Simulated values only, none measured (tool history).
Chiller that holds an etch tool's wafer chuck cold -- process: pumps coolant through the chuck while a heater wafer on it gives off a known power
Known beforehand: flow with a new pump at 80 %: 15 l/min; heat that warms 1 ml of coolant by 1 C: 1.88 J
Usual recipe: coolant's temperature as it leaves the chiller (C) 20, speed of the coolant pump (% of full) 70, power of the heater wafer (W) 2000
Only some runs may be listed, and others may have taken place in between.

run     day  coolant's temperature as it leaves the chiller (C)  speed of the coolant pump (% of full)  power of the heater wafer (W)  chuck's temperature once it has settled (C)  how much warmer the coolant comes back (C)
  1       0                                                  20                                     70                           2000                                         37.5                                        4.87
  2   1.208                                                  20                                     70                           2000                                         37.4                                        4.86
  3   3.312                                                  20                                     70                           2000                                         37.5                                        4.82
  4   4.662                                                  20                                     70                           2000                                         37.7                                        4.84
  5   6.254                                                  20                                     70                           2000                                         37.6                                         4.8
  6   8.838                                                  20                                     70                           2000                                         37.6                                        4.81
  7  11.017                                                  20                                     70                           2000                                         37.6                                        4.82
  8  13.438                                                  20                                     70                           2000                                         37.6                                        4.82
  9  15.975                                                  20                                     70                           2000                                         37.5                                        4.86
 10  17.571                                                  12                                     70                           2000                                         29.7                                        4.82
 11  20.096                                                  12                                     70                           2000                                         29.4                                        4.81
 12  22.762                                                  12                                     70                           2000                                         29.6                                        4.76
 13  24.792                                                  17                                     70                           2000                                         34.5                                        4.76
 14  27.058                                                  20                                     70                           2000                                         37.5                                        4.72
 15  28.762                                                  20                                     70                           2000                                         37.6                                        4.71
 16  30.954                                                  20                                     70                           1672                                         34.5                                        3.94
 17  32.346                                                  20                                     70                           1672                                         34.8                                        3.99
 18  33.808                                                  20                                     70                           1672                                         34.3                                        3.93
 19  35.912                                                  20                                     70                           1672                                         34.7                                        3.88
 20  37.812                                                  20                                     79                           2000                                         35.9                                        4.11
 21  39.354                                                  20                                     93                           1511                                         30.6                                        2.56
     39.879  -- coolant changed, channels flushed
 22  41.004                                                  26                                     72                           2331                                           46                                        5.35
 23  42.929                                                  12                                     63                           2000                                           31                                        5.25
 24    44.4                                                  12                                     63                           2000                                           31                                        5.25
 25  47.108                                                  12                                     63                           2000                                         31.1                                        5.22
 26  48.275                                                  12                                     66                           2000                                         30.3                                        4.97
     50.667  -- gauge calibrated
 27  50.733                                                  11                                     71                           1317                                         22.6                                        3.17
 28  52.892                                                  20                                     87                           2000                                         34.5                                        3.89
 29  55.208                                                  19                                     82                           2000                                         34.4                                        4.09
     56.871  -- chiller's thermometer calibrated
 30  57.192                                                  19                                     82                           2000                                         34.4                                        4.12
 31  58.392                                                  19                                     82                           2000                                         34.4                                        4.16

Here are 3 independent what-if runs from the current tool condition. What would each one return?
  A  59.938                                                  21                                     79                           2000                                            ?                                           ?
  B  59.938                                                  27                                     77                           2000                                            ?                                           ?
  C  59.938                                                  18                                     63                           1408                                            ?                                           ?

run  chuck's temperature once it has settled (C)  how much warmer the coolant comes back (C)
  A                                         36.8                                        4.19
  B                                         43.1                                        4.37
  C                                         31.4                                        3.78
What these runs would have given with no unlogged condition in the tool:
run  chuck's temperature once it has settled (C)  how much warmer the coolant comes back (C)
  A                                         36.8                                        4.23
  B                                         43.1                                        4.42
  C                                         31.4                                        3.82

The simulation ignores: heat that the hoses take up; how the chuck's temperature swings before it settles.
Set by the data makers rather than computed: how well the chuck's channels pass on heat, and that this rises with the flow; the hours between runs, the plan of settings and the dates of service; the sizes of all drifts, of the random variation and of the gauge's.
